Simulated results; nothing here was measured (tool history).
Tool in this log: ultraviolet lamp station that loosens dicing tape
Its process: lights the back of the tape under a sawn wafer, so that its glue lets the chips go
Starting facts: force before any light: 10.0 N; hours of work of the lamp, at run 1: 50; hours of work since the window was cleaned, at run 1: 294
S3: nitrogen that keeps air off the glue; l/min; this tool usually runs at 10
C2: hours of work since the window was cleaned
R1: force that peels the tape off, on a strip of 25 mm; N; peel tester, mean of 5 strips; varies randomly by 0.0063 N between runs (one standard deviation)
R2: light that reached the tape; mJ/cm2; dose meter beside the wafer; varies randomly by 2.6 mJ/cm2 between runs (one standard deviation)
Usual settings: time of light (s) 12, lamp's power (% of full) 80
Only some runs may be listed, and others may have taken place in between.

{"run": 1, "hour": 0.0, "time of light (s)": 12, "lamp's power (% of full)": 80, "S3": 10, "hours of work of the lamp": 50, "C2": 294, "R1": 0.248, "R2": 287}
{"run": 2, "hour": 5.9, "time of light (s)": 12, "lamp's power (% of full)": 80, "S3": 10, "hours of work of the lamp": 54, "C2": 298, "R1": 0.251, "R2": 285}
{"run": 3, "hour": 14.2, "time of light (s)": 16, "lamp's power (% of full)": 80, "S3": 10, "hours of work of the lamp": 59, "C2": 303, "R1": 0.134, "R2": 382}
{"run": 4, "hour": 21.2, "time of light (s)": 12, "lamp's power (% of full)": 87, "S3": 10, "hours of work of the lamp": 64, "C2": 307, "R1": 0.201, "R2": 315}
{"run": 5, "hour": 28.2, "time of light (s)": 7, "lamp's power (% of full)": 80, "S3": 10, "hours of work of the lamp": 68, "C2": 312, "R1": 1.016, "R2": 163}
{"run": 6, "hour": 36.7, "time of light (s)": 7, "lamp's power (% of full)": 80, "S3": 10, "hours of work of the lamp": 73, "C2": 317, "R1": 1.058, "R2": 165}
{"run": 7, "hour": 43.3, "time of light (s)": 7, "lamp's power (% of full)": 80, "S3": 10, "hours of work of the lamp": 78, "C2": 321, "R1": 1.045, "R2": 162}
{"run": 8, "hour": 52.2, "time of light (s)": 7, "lamp's power (% of full)": 80, "S3": 10, "hours of work of the lamp": 83, "C2": 327, "R1": 1.056, "R2": 163}
{"run": 9, "hour": 61.5, "time of light (s)": 8, "lamp's power (% of full)": 80, "S3": 10, "hours of work of the lamp": 89, "C2": 333, "R1": 0.762, "R2": 185}
{"run": 10, "hour": 65.8, "time of light (s)": 8, "lamp's power (% of full)": 63, "S3": 6, "hours of work of the lamp": 92, "C2": 335, "R1": 1.84, "R2": 148}
{"run": 11, "hour": 69.8, "time of light (s)": 12, "lamp's power (% of full)": 80, "S3": 11, "hours of work of the lamp": 94, "C2": 338, "R1": 0.242, "R2": 283}
{"run": 12, "hour": 76.5, "time of light (s)": 8, "lamp's power (% of full)": 80, "S3": 13, "hours of work of the lamp": 98, "C2": 342, "R1": 0.617, "R2": 190}
{"run": 13, "hour": 85.3, "time of light (s)": 8, "lamp's power (% of full)": 80, "S3": 13, "hours of work of the lamp": 104, "C2": 348, "R1": 0.626, "R2": 185}
{"run": 14, "hour": 91.9, "time of light (s)": 17, "lamp's power (% of full)": 100, "S3": 6, "hours of work of the lamp": 108, "C2": 352, "R1": 0.118, "R2": 493}

4 options for the next run, each taken on its own from the tool as it stands now. Forecast them:
{"run": "A", "hour": 101.8, "time of light (s)": 12, "lamp's power (% of full)": 75, "S3": 6, "hours of work of the lamp": 114, "C2": 358, "R1": "?", "R2": "?"}
{"run": "B", "hour": 101.8, "time of light (s)": 11, "lamp's power (% of full)": 74, "S3": 4, "hours of work of the lamp": 114, "C2": 358, "R1": "?", "R2": "?"}
{"run": "C", "hour": 101.8, "time of light (s)": 12, "lamp's power (% of full)": 100, "S3": 14, "hours of work of the lamp": 114, "C2": 358, "R1": "?", "R2": "?"}
{"run": "D", "hour": 101.8, "time of light (s)": 17, "lamp's power (% of full)": 100, "S3": 15, "hours of work of the lamp": 114, "C2": 358, "R1": "?", "R2": "?"}

run=A R1=0.586 R2=265
run=B R1=1.104 R2=233
run=C R1=0.124 R2=349
run=D R1=0.084 R2=500
Stripped of hidden state, with their random variation kept, the same runs would have yielded:
run=A R1=0.414 R2=302
run=B R1=0.821 R2=266
run=C R1=0.103 R2=398
run=D R1=0.082 R2=571
